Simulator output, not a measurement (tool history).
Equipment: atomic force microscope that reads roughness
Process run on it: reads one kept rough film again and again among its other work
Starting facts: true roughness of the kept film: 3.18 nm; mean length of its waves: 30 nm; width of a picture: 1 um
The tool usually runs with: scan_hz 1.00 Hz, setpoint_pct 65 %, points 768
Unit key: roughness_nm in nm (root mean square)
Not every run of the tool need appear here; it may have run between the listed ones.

Run 1, hour 0.0: usual settings. Result: roughness_nm 2.395 nm (root mean square).
At hour 4.0: new tip fitted.
Run 2, hour 24.0: usual settings but scan_hz 3.32 Hz. Result: roughness_nm 2.564 nm (root mean square).
Run 3, hour 44.3: usual settings. Result: roughness_nm 2.580 nm (root mean square).
Run 4, hour 63.1: usual settings but scan_hz 3.66 Hz. Result: roughness_nm 2.432 nm (root mean square).
Run 5, hour 88.4: usual settings but scan_hz 3.66 Hz. Result: roughness_nm 2.358 nm (root mean square).
At hour 93.3: new tip fitted.
Run 6, hour 104.6: usual settings but scan_hz 3.66 Hz. Result: roughness_nm 2.587 nm (root mean square).
Run 7, hour 131.3: usual settings but scan_hz 3.66 Hz. Result: roughness_nm 2.502 nm (root mean square).
Run 8, hour 156.0: usual settings but scan_hz 3.66 Hz. Result: roughness_nm 2.395 nm (root mean square).
Run 9, hour 177.8: usual settings but scan_hz 1.10 Hz. Result: roughness_nm 2.420 nm (root mean square).
At hour 183.1: new tip fitted.
Run 10, hour 196.9: usual settings but scan_hz 1.10 Hz. Result: roughness_nm 2.639 nm (root mean square).
Run 11, hour 215.2: usual settings but scan_hz 1.10 Hz, points 449. Result: roughness_nm 2.557 nm (root mean square).
Run 12, hour 228.2: usual settings. Result: roughness_nm 2.545 nm (root mean square).
Run 13, hour 257.4: usual settings. Result: roughness_nm 2.418 nm (root mean square).
At hour 271.7: new tip fitted.
Run 14, hour 285.0: usual settings. Result: roughness_nm 2.672 nm (root mean square).
At hour 287.7: height scale calibrated on a step standard.
Run 15, hour 313.1: usual settings. Result: roughness_nm 2.565 nm (root mean square).
Run 16, hour 333.4: usual settings. Result: roughness_nm 2.515 nm (root mean square).
Run 17, hour 358.7: usual settings. Result: roughness_nm 2.409 nm (root mean square).
At hour 360.8: new tip fitted.
At hour 368.1: height scale calibrated on a step standard, once more.
Run 18, hour 383.5: usual settings. Result: roughness_nm 2.652 nm (root mean square).
Run 19, hour 406.4: usual settings but setpoint_pct 76 %. Result: roughness_nm 2.549 nm (root mean square).
Run 20, hour 435.4: usual settings but setpoint_pct 76 %. Result: roughness_nm 2.448 nm (root mean square).
At hour 450.3: new tip fitted.
Run 21, hour 460.6: usual settings but setpoint_pct 76 %. Result: roughness_nm 2.651 nm (root mean square).
Run 22, hour 479.9: usual settings but setpoint_pct 76 %. Result: roughness_nm 2.591 nm (root mean square).
Run 23, hour 495.9: usual settings but scan_hz 0.54 Hz, setpoint_pct 56 %, points 342. Result: roughness_nm 2.575 nm (root mean square).
Run 24, hour 518.7: usual settings but scan_hz 0.54 Hz, setpoint_pct 88 %, points 329. Result: roughness_nm 2.473 nm (root mean square).
Run 25, hour 531.6: usual settings but scan_hz 0.54 Hz, setpoint_pct 88 %, points 329. Result: roughness_nm 2.420 nm (root mean square).
At hour 538.9: new tip fitted.
Run 26, hour 561.8: usual settings but scan_hz 1.41 Hz, setpoint_pct 77 %, points 323. Result: roughness_nm 2.585 nm (root mean square).
Run 27, hour 584.4: usual settings but setpoint_pct 69 %, points 715. Result: roughness_nm 2.547 nm (root mean square).
Run 28, hour 604.1: usual settings but scan_hz 0.52 Hz, points 926. Result: roughness_nm 2.515 nm (root mean square).
At hour 627.2: new tip fitted.
Run 29, hour 627.2: usual settings but scan_hz 0.64 Hz. Result: roughness_nm 2.740 nm (root mean square).
Run 30, hour 656.0: usual settings but scan_hz 0.64 Hz, points 438. Result: roughness_nm 2.615 nm (root mean square).
Run 31, hour 671.3: usual settings but scan_hz 1.05 Hz, setpoint_pct 61 %. Result: roughness_nm 2.566 nm (root mean square).
Run 32, hour 696.9: usual settings but scan_hz 1.85 Hz, setpoint_pct 67 %, points 457. Result: roughness_nm 2.448 nm (root mean square).
Run 33, hour 711.7: usual settings but scan_hz 0.70 Hz. Result: roughness_nm 2.450 nm (root mean square).
At hour 716.4: new tip fitted.
Run 34, hour 741.4: usual settings but scan_hz 3.42 Hz, setpoint_pct 55 %. Result: roughness_nm 2.599 nm (root mean square).
Run 35, hour 765.1: usual settings but scan_hz 3.90 Hz. Result: roughness_nm 2.413 nm (root mean square).
Run 36, hour 786.0: usual settings but scan_hz 1.26 Hz, setpoint_pct 76 %, points 1011. Result: roughness_nm 2.399 nm (root mean square).
At hour 806.5: new tip fitted.
Run 37, hour 808.0: usual settings but scan_hz 1.35 Hz, setpoint_pct 64 %, points 861. Result: roughness_nm 2.692 nm (root mean square).
Run 38, hour 830.5: usual settings but scan_hz 1.35 Hz, setpoint_pct 64 %, points 861. Result: roughness_nm 2.602 nm (root mean square).
Run 39, hour 844.4: usual settings but scan_hz 3.48 Hz, setpoint_pct 76 %, points 943. Result: roughness_nm 2.378 nm (root mean square).
Run 40, hour 863.4: usual settings but scan_hz 3.58 Hz, setpoint_pct 76 %, points 943. Result: roughness_nm 2.337 nm (root mean square).
Run 41, hour 879.9: usual settings but scan_hz 3.58 Hz, setpoint_pct 76 %, points 943. Result: roughness_nm 2.274 nm (root mean square).
At hour 894.5: new tip fitted.
Run 42, hour 905.3: usual settings but scan_hz 3.58 Hz, setpoint_pct 76 %, points 943. Result: roughness_nm 2.459 nm (root mean square).
Run 43, hour 933.4: usual settings but scan_hz 3.58 Hz, setpoint_pct 76 %, points 943. Result: roughness_nm 2.386 nm (root mean square).

Forecast each of these 4 alternatives for the next run:
Run A, hour 947.8: usual settings but setpoint_pct 56 %, points 894. Result: roughness_nm ?.
Run B, hour 947.8: usual settings but scan_hz 1.25 Hz, setpoint_pct 76 %, points 276. Result: roughness_nm ?.
Run C, hour 947.8: usual settings but setpoint_pct 84 %, points 627. Result: roughness_nm ?.
Run D, hour 947.8: usual settings but scan_hz 1.01 Hz. Result: roughness_nm ?.

run  roughness_nm
  A         2.505
  B         2.409
  C         2.424
  D         2.493
The same runs, with their run-to-run variation unchanged, on a tool lacking any hidden condition would have given:
run  roughness_nm
  A         2.752
  B         2.646
  C         2.663
  D         2.739

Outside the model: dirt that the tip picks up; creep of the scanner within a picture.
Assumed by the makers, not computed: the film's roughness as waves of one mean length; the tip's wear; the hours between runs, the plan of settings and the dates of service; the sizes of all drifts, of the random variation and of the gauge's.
